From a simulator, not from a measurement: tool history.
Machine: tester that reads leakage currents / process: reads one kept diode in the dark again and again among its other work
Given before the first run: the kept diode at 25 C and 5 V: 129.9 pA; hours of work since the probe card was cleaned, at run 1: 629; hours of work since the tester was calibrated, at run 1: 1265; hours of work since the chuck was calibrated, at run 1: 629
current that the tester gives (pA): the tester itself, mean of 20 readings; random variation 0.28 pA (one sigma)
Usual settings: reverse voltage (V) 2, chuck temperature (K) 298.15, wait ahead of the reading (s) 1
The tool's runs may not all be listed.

| run | day | reverse voltage (V) | chuck temperature (K) | wait ahead of the reading (s) | hours of work since the probe card was cleaned | hours of work since the tester was calibrated | hours of work since the chuck was calibrated | current that the tester gives (pA) |
|---|---|---|---|---|---|---|---|---|
| 1 | 0 | 2 | 298.15 | 1 | 629 | 1265 | 629 | 84.68 |
| 2 | 3.067 | 2 | 298.15 | 1 | 663 | 1299 | 663 | 85.03 |
| 3 | 5.146 | 2 | 298.15 | 1 | 686 | 1322 | 686 | 84.95 |
| 4 | 8.071 | 9.88 | 298.15 | 1 | 719 | 1355 | 719 | 160.12 |
|  | 12.608 | chuck's temperature calibrated |
| 5 | 12.896 | 1.12 | 298.15 | 1 | 771 | 1407 | 3 | 71.9 |
| 6 | 16.742 | 1.12 | 298.15 | 1 | 814 | 1450 | 46 | 71.5 |
| 7 | 18.95 | 1.12 | 298.15 | 1 | 838 | 1474 | 70 | 71.36 |
| 8 | 22.067 | 1.12 | 298.15 | 1 | 873 | 1509 | 105 | 71.1 |
| 9 | 26.242 | 1.12 | 298.15 | 1 | 919 | 1555 | 151 | 70.4 |
| 10 | 30.158 | 1.12 | 298.15 | 1 | 963 | 1599 | 195 | 70.31 |
| 11 | 34.746 | 1.12 | 298.15 | 1 | 1014 | 1649 | 245 | 70.12 |
| 12 | 39.283 | 1.12 | 326.15 | 1 | 1064 | 1700 | 296 | 686.19 |
| 13 | 41.921 | 2 | 311.15 | 1 | 1093 | 1729 | 325 | 265.91 |
| 14 | 46.158 | 2 | 311.15 | 1 | 1140 | 1776 | 372 | 264.27 |
| 15 | 51.017 | 2 | 311.15 | 1 | 1194 | 1830 | 426 | 263.74 |
|  | 51.521 | tester calibrated |
| 16 | 55.188 | 2 | 311.15 | 1 | 1239 | 41 | 471 | 260.63 |
| 17 | 59.754 | 2 | 311.15 | 1 | 1290 | 91 | 522 | 259.02 |
| 18 | 61.858 | 2 | 298.15 | 1.84 | 1313 | 115 | 545 | 85.2 |
|  | 64.329 | tester calibrated, once more |
| 19 | 65.325 | 2 | 298.15 | 1.84 | 1351 | 11 | 583 | 86.11 |
| 20 | 67.342 | 2 | 298.15 | 1.84 | 1373 | 33 | 605 | 86.43 |
| 21 | 70.7 | 7.37 | 301.15 | 1.11 | 1410 | 71 | 642 | 187.91 |
| 22 | 74.775 | 7.37 | 301.15 | 1.11 | 1456 | 116 | 687 | 187.59 |
| 23 | 78.088 | 7.37 | 311.15 | 0.41 | 1492 | 153 | 724 | 436.52 |
|  | 82.183 | chuck's temperature calibrated |
| 24 | 83.021 | 4.6 | 313.15 | 2.32 | 1546 | 206 | 9 | 446.86 |
| 25 | 86.062 | 6.94 | 304.15 | 1.74 | 1580 | 240 | 43 | 249.12 |
| 26 | 88.996 | 6.94 | 304.15 | 1.74 | 1612 | 273 | 76 | 250.94 |
| 27 | 91.062 | 6.94 | 304.15 | 1.74 | 1635 | 296 | 98 | 248.19 |
| 28 | 94.938 | 6.94 | 304.15 | 1.74 | 1678 | 338 | 141 | 247.48 |
| 29 | 97.425 | 2.69 | 310.15 | 1 | 1706 | 366 | 169 | 279.82 |
| 30 | 99.592 | 1.74 | 332.15 | 1 | 1730 | 390 | 193 | 1283.03 |
| 31 | 103.379 | 1.07 | 310.15 | 1 | 1772 | 432 | 235 | 193.09 |
| 32 | 108.067 | 3.44 | 330.15 | 4.79 | 1824 | 484 | 287 | 1445.49 |
| 33 | 110.788 | 10.9 | 319.15 | 1.05 | 1854 | 514 | 317 | 988.81 |
| 34 | 114.688 | 2 | 316.15 | 5.74 | 1897 | 557 | 360 | 397.59 |
| 35 | 117.383 | 2 | 324.15 | 0.67 | 1927 | 587 | 390 | 740.34 |
| 36 | 122.129 | 1.64 | 307.15 | 1 | 1980 | 640 | 443 | 174.92 |
| 37 | 126.521 | 1.64 | 304.15 | 7.82 | 2028 | 689 | 492 | 134.26 |
| 38 | 131.329 | 10.26 | 298.15 | 0.54 | 2082 | 742 | 545 | 166 |
| 39 | 135.662 | 10.26 | 298.15 | 0.38 | 2130 | 790 | 593 | 166.23 |

4 ways to go on from here, each from the tool as it stands after run 39. What would each give?
| A | 139.8 | 1.79 | 328.15 | 6.64 | 2176 | 836 | 639 | ? |
| B | 139.8 | 10.26 | 321.15 | 0.45 | 2176 | 836 | 639 | ? |
| C | 139.8 | 2.11 | 297.15 | 2.56 | 2176 | 836 | 639 | ? |
| D | 139.8 | 2.29 | 296.15 | 1.21 | 2176 | 836 | 639 | ? |

| run | current that the tester gives (pA) |
|---|---|
| A | 936.51 |
| B | 1102.22 |
| C | 79.09 |
| D | 75.1 |
With the hidden condition removed and each run's random variation left untouched, the same runs would have given:
| run | current that the tester gives (pA) |
|---|---|
| A | 990.77 |
| B | 1166.89 |
| C | 84.19 |
| D | 79.91 |
